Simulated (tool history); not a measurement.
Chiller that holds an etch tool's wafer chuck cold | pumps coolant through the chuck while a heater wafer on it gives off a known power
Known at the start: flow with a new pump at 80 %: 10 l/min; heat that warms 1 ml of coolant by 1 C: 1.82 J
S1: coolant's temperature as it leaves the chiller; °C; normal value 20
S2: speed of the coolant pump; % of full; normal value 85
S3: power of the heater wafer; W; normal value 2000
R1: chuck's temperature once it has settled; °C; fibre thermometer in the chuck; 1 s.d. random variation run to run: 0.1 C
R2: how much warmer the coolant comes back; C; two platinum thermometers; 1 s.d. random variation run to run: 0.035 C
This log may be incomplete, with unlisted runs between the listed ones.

run 1 hour=0.0 | S1=20 S2=85 S3=2000 | R1=37.2 R2=6.26
run 2 hour=76.3 | S1=20 S2=85 S3=2000 | R1=37.1 R2=6.21
run 3 hour=136.9 | S1=20 S2=67 S3=2000 | R1=39.9 R2=7.83
run 4 hour=201.8 | S1=20 S2=67 S3=2000 | R1=40.0 R2=7.79
run 5 hour=248.9 | S1=20 S2=67 S3=2000 | R1=40.2 R2=7.82
run 6 hour=311.7 | S1=12 S2=85 S3=2000 | R1=29.0 R2=6.22
run 7 hour=352.0 | S1=12 S2=85 S3=2000 | R1=28.9 R2=6.24
run 8 hour=393.4 | S1=20 S2=85 S3=1503 | R1=32.7 R2=4.74
run 9 hour=458.2 | S1=20 S2=85 S3=1503 | R1=32.6 R2=4.71
run 10 hour=530.8 | S1=20 S2=85 S3=1503 | R1=32.8 R2=4.64
run 11 hour=589.8 | S1=20 S2=85 S3=1503 | R1=33.0 R2=4.63
run 12 hour=671.2 | S1=20 S2=85 S3=1285 | R1=31.0 R2=4.00
run 13 hour=710.0 | S1=20 S2=85 S3=2000 | R1=36.9 R2=6.26
run 14 hour=747.4 | S1=20 S2=85 S3=2000 | R1=36.9 R2=6.20
run 15 hour=822.3 | S1=20 S2=85 S3=1045 | R1=28.8 R2=3.25
run 16 hour=909.5 | S1=20 S2=85 S3=2000 | R1=37.0 R2=6.23
run 17 hour=952.3 | S1=20 S2=85 S3=2000 | R1=37.2 R2=6.22
run 18 hour=1005.6 | S1=15 S2=62 S3=1417 | R1=30.2 R2=5.95
run 19 hour=1091.2 | S1=15 S2=60 S3=1009 | R1=26.2 R2=4.41
run 20 hour=1145.6 | S1=15 S2=60 S3=1009 | R1=26.0 R2=4.42
run 21 hour=1226.8 | S1=28 S2=85 S3=1765 | R1=42.9 R2=5.52
run 22 hour=1274.0 | S1=28 S2=85 S3=1765 | R1=42.8 R2=5.44
run 23 hour=1354.0 | S1=20 S2=85 S3=1765 | R1=35.0 R2=5.45
run 24 hour=1417.5 | S1=17 S2=85 S3=1923 | R1=33.4 R2=5.92
run 25 hour=1470.5 | S1=17 S2=85 S3=1923 | R1=33.4 R2=5.93

Run 26 comes next. What will it give?
run 26 hour=1526.7 | S1=20 S2=85 S3=1886 | R1=? R2=?

Run 26 produced R1 36.0 °C, R2 5.89 C.
Minus the tool's unlogged condition, the same run would have read R1 35.9 °C, R2 5.88 C.
